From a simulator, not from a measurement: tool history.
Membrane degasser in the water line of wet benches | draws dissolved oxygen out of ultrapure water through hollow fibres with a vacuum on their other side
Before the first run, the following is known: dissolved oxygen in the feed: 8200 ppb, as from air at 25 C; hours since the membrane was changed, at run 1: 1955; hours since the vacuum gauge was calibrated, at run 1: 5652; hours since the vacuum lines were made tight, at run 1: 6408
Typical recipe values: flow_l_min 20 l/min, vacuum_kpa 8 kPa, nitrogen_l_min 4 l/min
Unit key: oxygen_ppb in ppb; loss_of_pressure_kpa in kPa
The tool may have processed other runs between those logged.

run,hour,flow_l_min,vacuum_kpa,nitrogen_l_min,hours since the membrane was changed,hours since the vacuum gauge was calibrated,hours since the vacuum lines were made tight,oxygen_ppb,loss_of_pressure_kpa
1,0,20,8,4,1955,5652,6408,66.2,52.6
2,60.8,20,8,4,2016,5713,6469,66,52.69
3,103.2,20,8,4.72,2058,5755,6511,57.8,52.78
4,145.9,20,8,7.66,2101,5798,6554,38.9,52.66
5,188.3,20,8,7.66,2143,5841,6596,38.1,52.65
6,234.7,20,8,7.66,2189,5887,6643,39.1,52.83
7,282.3,25,8,7.66,2237,5935,6690,52.3,65.54
8,325.4,25,8,7.66,2280,5978,6733,51.4,65.89
9,378.8,25,8,7.66,2334,6031,6787,51.6,65.65
10,427.1,22,11.47,2.05,2382,6079,6835,216,57.34
11,475.5,22,11.47,2.05,2430,6128,6883,215,57.37
12,513.1,16,9.16,4,2468,6165,6921,63,41.66
13,553.3,16,6.01,4,2508,6206,6961,31.5,41.99
14,582.8,20,8,3.5,2538,6235,6991,74.3,52.1

Run 15 has not been measured yet. What should we expect?
15,655.2,19,7.37,3.86,2610,6307,7063,?,?

{"run 15": {"oxygen_ppb": 56, "loss_of_pressure_kpa": 49.53}}
The same run, on a tool lacking any hidden state, would have yielded oxygen_ppb 55.9 ppb, loss_of_pressure_kpa 49.9 kPa.
